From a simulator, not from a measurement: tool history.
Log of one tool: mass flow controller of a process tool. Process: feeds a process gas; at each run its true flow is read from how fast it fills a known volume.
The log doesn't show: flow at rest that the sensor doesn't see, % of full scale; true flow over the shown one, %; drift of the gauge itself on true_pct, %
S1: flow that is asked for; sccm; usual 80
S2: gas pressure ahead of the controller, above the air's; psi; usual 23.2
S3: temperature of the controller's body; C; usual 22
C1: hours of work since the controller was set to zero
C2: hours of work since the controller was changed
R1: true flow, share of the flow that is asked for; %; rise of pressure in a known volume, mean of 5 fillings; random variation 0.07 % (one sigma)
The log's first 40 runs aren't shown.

run    hour   S1    S2  S3    C1    C2      R1
 41  5192.4   64  23.6  23  3533  3533  101.31
 42  5343.1   64  23.6  23  3596  3596  101.42
 43  5427.6   64  23.6  23  3632  3632  101.42
 44  5515.5   64  23.6  23  3669  3669  101.48
 45  5673.1   64  23.6  23  3735  3735  101.58
 46  5830.6  168  23.6  23  3801  3801  101.84
 47  5957.9  168  23.6  23  3855  3855  101.68
 48  6069.6  168  23.6  23  3902  3902  101.70

3 ways to go on from here, each from the tool as it stands after run 48. What would each give?
  A  6198.3   73  21.5  23  3956  3956   ?
  B  6198.3   96  24.1  28  3956  3956   ?
  C  6198.3  168  32.2  29  3956  3956   ?

run      R1
  A  101.70
  B  101.10
  C  101.04
Without the tool's hidden state the same runs would have given:
run     R1
  A  98.91
  B  98.72
  C  99.23
